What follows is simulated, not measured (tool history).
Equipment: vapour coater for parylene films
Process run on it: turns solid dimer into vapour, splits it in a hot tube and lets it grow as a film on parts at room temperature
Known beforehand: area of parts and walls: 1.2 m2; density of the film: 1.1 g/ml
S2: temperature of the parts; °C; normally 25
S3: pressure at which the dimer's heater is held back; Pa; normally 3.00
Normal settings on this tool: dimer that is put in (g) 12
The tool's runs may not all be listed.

{"run": 1, "hour": 0.0, "dimer that is put in (g)": 12, "S2": 25, "S3": 3.0, "thickness of the film (um)": 5.78}
{"run": 2, "hour": 8.6, "dimer that is put in (g)": 12, "S2": 25, "S3": 3.0, "thickness of the film (um)": 5.82}
{"run": 3, "hour": 19.4, "dimer that is put in (g)": 12, "S2": 25, "S3": 3.0, "thickness of the film (um)": 5.73}
{"run": 4, "hour": 29.0, "dimer that is put in (g)": 12, "S2": 18, "S3": 3.0, "thickness of the film (um)": 6.58}
{"run": 5, "hour": 40.9, "dimer that is put in (g)": 12, "S2": 18, "S3": 3.0, "thickness of the film (um)": 6.55}
{"run": 6, "hour": 48.3, "dimer that is put in (g)": 12, "S2": 18, "S3": 3.0, "thickness of the film (um)": 6.49}
{"run": 7, "hour": 56.9, "dimer that is put in (g)": 5, "S2": 18, "S3": 3.0, "thickness of the film (um)": 2.78}
{"run": 8, "hour": 70.5, "dimer that is put in (g)": 12, "S2": 25, "S3": 3.0, "thickness of the film (um)": 5.75}
{"run": 9, "hour": 82.1, "dimer that is put in (g)": 12, "S2": 25, "S3": 3.0, "thickness of the film (um)": 5.75}
{"run": 10, "hour": 93.1, "dimer that is put in (g)": 12, "S2": 25, "S3": 3.0, "thickness of the film (um)": 5.79}
{"run": 11, "hour": 106.9, "dimer that is put in (g)": 12, "S2": 25, "S3": 3.0, "thickness of the film (um)": 5.7}
{"run": 12, "hour": 117.4, "dimer that is put in (g)": 12, "S2": 25, "S3": 8.92, "thickness of the film (um)": 5.42}
{"run": 13, "hour": 125.9, "dimer that is put in (g)": 8, "S2": 25, "S3": 8.92, "thickness of the film (um)": 3.63}
{"run": 14, "hour": 140.8, "dimer that is put in (g)": 9, "S2": 25, "S3": 3.0, "thickness of the film (um)": 4.3}
{"run": 15, "hour": 154.5, "dimer that is put in (g)": 9, "S2": 25, "S3": 3.0, "thickness of the film (um)": 4.31}
{"run": 16, "hour": 169.2, "dimer that is put in (g)": 9, "S2": 25, "S3": 3.0, "thickness of the film (um)": 4.23}
{"run": 17, "hour": 181.7, "dimer that is put in (g)": 12, "S2": 25, "S3": 3.0, "thickness of the film (um)": 5.63}
{"run": 18, "hour": 192.8, "dimer that is put in (g)": 12, "S2": 21, "S3": 3.0, "thickness of the film (um)": 6.05}
{"run": 19, "hour": 204.0, "dimer that is put in (g)": 12, "S2": 21, "S3": 3.0, "thickness of the film (um)": 5.95}
{"run": 20, "hour": 211.6, "dimer that is put in (g)": 12, "S2": 25, "S3": 2.34, "thickness of the film (um)": 5.71}
{"run": 21, "hour": 223.0, "dimer that is put in (g)": 12, "S2": 25, "S3": 2.34, "thickness of the film (um)": 5.77}
{"run": 22, "hour": 231.6, "dimer that is put in (g)": 12, "S2": 25, "S3": 2.34, "thickness of the film (um)": 5.67}
{"run": 23, "hour": 242.5, "dimer that is put in (g)": 12, "S2": 19, "S3": 3.0, "thickness of the film (um)": 6.25}
{"run": 24, "hour": 249.1, "dimer that is put in (g)": 12, "S2": 19, "S3": 3.0, "thickness of the film (um)": 6.24}
{"run": 25, "hour": 255.7, "dimer that is put in (g)": 7, "S2": 33, "S3": 8.91, "thickness of the film (um)": 2.6}
{"run": 26, "hour": 268.5, "dimer that is put in (g)": 8, "S2": 31, "S3": 7.98, "thickness of the film (um)": 3.22}
{"run": 27, "hour": 279.4, "dimer that is put in (g)": 8, "S2": 31, "S3": 7.98, "thickness of the film (um)": 3.14}
{"run": 28, "hour": 292.9, "dimer that is put in (g)": 6, "S2": 25, "S3": 4.52, "thickness of the film (um)": 2.74}
{"run": 29, "hour": 300.9, "dimer that is put in (g)": 19, "S2": 25, "S3": 3.0, "thickness of the film (um)": 8.76}
{"run": 30, "hour": 315.3, "dimer that is put in (g)": 13, "S2": 25, "S3": 10.58, "thickness of the film (um)": 5.6}
{"run": 31, "hour": 327.5, "dimer that is put in (g)": 8, "S2": 31, "S3": 3.12, "thickness of the film (um)": 3.31}
{"run": 32, "hour": 341.4, "dimer that is put in (g)": 8, "S2": 26, "S3": 10.07, "thickness of the film (um)": 3.4}
{"run": 33, "hour": 349.4, "dimer that is put in (g)": 8, "S2": 26, "S3": 10.07, "thickness of the film (um)": 3.38}
{"run": 34, "hour": 364.2, "dimer that is put in (g)": 16, "S2": 20, "S3": 5.96, "thickness of the film (um)": 7.76}
{"run": 35, "hour": 370.8, "dimer that is put in (g)": 16, "S2": 20, "S3": 5.96, "thickness of the film (um)": 7.77}
{"run": 36, "hour": 377.6, "dimer that is put in (g)": 12, "S2": 25, "S3": 5.03, "thickness of the film (um)": 5.35}
{"run": 37, "hour": 390.7, "dimer that is put in (g)": 12, "S2": 25, "S3": 5.03, "thickness of the film (um)": 5.33}
{"run": 38, "hour": 402.4, "dimer that is put in (g)": 10, "S2": 25, "S3": 5.03, "thickness of the film (um)": 4.4}
{"run": 39, "hour": 413.7, "dimer that is put in (g)": 10, "S2": 25, "S3": 5.03, "thickness of the film (um)": 4.46}
{"run": 40, "hour": 428.0, "dimer that is put in (g)": 22, "S2": 25, "S3": 11.58, "thickness of the film (um)": 9.24}
{"run": 41, "hour": 435.3, "dimer that is put in (g)": 11, "S2": 29, "S3": 9.23, "thickness of the film (um)": 4.38}
{"run": 42, "hour": 448.1, "dimer that is put in (g)": 11, "S2": 29, "S3": 9.23, "thickness of the film (um)": 4.34}
{"run": 43, "hour": 461.5, "dimer that is put in (g)": 12, "S2": 22, "S3": 3.0, "thickness of the film (um)": 5.73}
{"run": 44, "hour": 473.3, "dimer that is put in (g)": 12, "S2": 22, "S3": 3.0, "thickness of the film (um)": 5.73}
{"run": 45, "hour": 485.9, "dimer that is put in (g)": 6, "S2": 19, "S3": 5.44, "thickness of the film (um)": 2.91}
{"run": 46, "hour": 495.0, "dimer that is put in (g)": 6, "S2": 19, "S3": 5.86, "thickness of the film (um)": 2.87}
{"run": 47, "hour": 507.3, "dimer that is put in (g)": 17, "S2": 25, "S3": 3.0, "thickness of the film (um)": 7.59}
{"run": 48, "hour": 521.0, "dimer that is put in (g)": 19, "S2": 36, "S3": 5.18, "thickness of the film (um)": 6.75}

For each run, the measured value with the value that run would have given without the tool's hidden condition subtracted. The run-to-run variation is shared by both, the gauge scatter possibly not:
Hidden state at play: vapour lost through the trap's worn valve, %; true temperature of the parts over the reading, C; drift of the gauge itself on film_um, %.
run=1 thickness_of_the_film_(um)=-0.28
run=2 thickness_of_the_film_(um)=-0.30
run=3 thickness_of_the_film_(um)=-0.30
run=4 thickness_of_the_film_(um)=-0.35
run=5 thickness_of_the_film_(um)=-0.36
run=6 thickness_of_the_film_(um)=-0.37
run=7 thickness_of_the_film_(um)=-0.16
run=8 thickness_of_the_film_(um)=-0.35
run=9 thickness_of_the_film_(um)=-0.36
run=10 thickness_of_the_film_(um)=-0.37
run=11 thickness_of_the_film_(um)=-0.38
run=12 thickness_of_the_film_(um)=-0.38
run=13 thickness_of_the_film_(um)=-0.26
run=14 thickness_of_the_film_(um)=-0.32
run=15 thickness_of_the_film_(um)=-0.33
run=16 thickness_of_the_film_(um)=-0.34
run=17 thickness_of_the_film_(um)=-0.46
run=18 thickness_of_the_film_(um)=-0.51
run=19 thickness_of_the_film_(um)=-0.51
run=20 thickness_of_the_film_(um)=-0.50
run=21 thickness_of_the_film_(um)=-0.51
run=22 thickness_of_the_film_(um)=-0.52
run=23 thickness_of_the_film_(um)=-0.58
run=24 thickness_of_the_film_(um)=-0.59
run=25 thickness_of_the_film_(um)=-0.25
run=26 thickness_of_the_film_(um)=-0.32
run=27 thickness_of_the_film_(um)=-0.31
run=28 thickness_of_the_film_(um)=-0.28
run=29 thickness_of_the_film_(um)=-0.92
run=30 thickness_of_the_film_(um)=-0.60
run=31 thickness_of_the_film_(um)=-0.36
run=32 thickness_of_the_film_(um)=-0.38
run=33 thickness_of_the_film_(um)=-0.39
run=34 thickness_of_the_film_(um)=-0.90
run=35 thickness_of_the_film_(um)=-0.91
run=36 thickness_of_the_film_(um)=-0.64
run=37 thickness_of_the_film_(um)=-0.64
run=38 thickness_of_the_film_(um)=-0.55
run=39 thickness_of_the_film_(um)=-0.57
run=40 thickness_of_the_film_(um)=-1.20
run=41 thickness_of_the_film_(um)=-0.57
run=42 thickness_of_the_film_(um)=-0.58
run=43 thickness_of_the_film_(um)=-0.78
run=44 thickness_of_the_film_(um)=-0.80
run=45 thickness_of_the_film_(um)=-0.42
run=46 thickness_of_the_film_(um)=-0.41
run=47 thickness_of_the_film_(um)=-1.11
run=48 thickness_of_the_film_(um)=-1.00
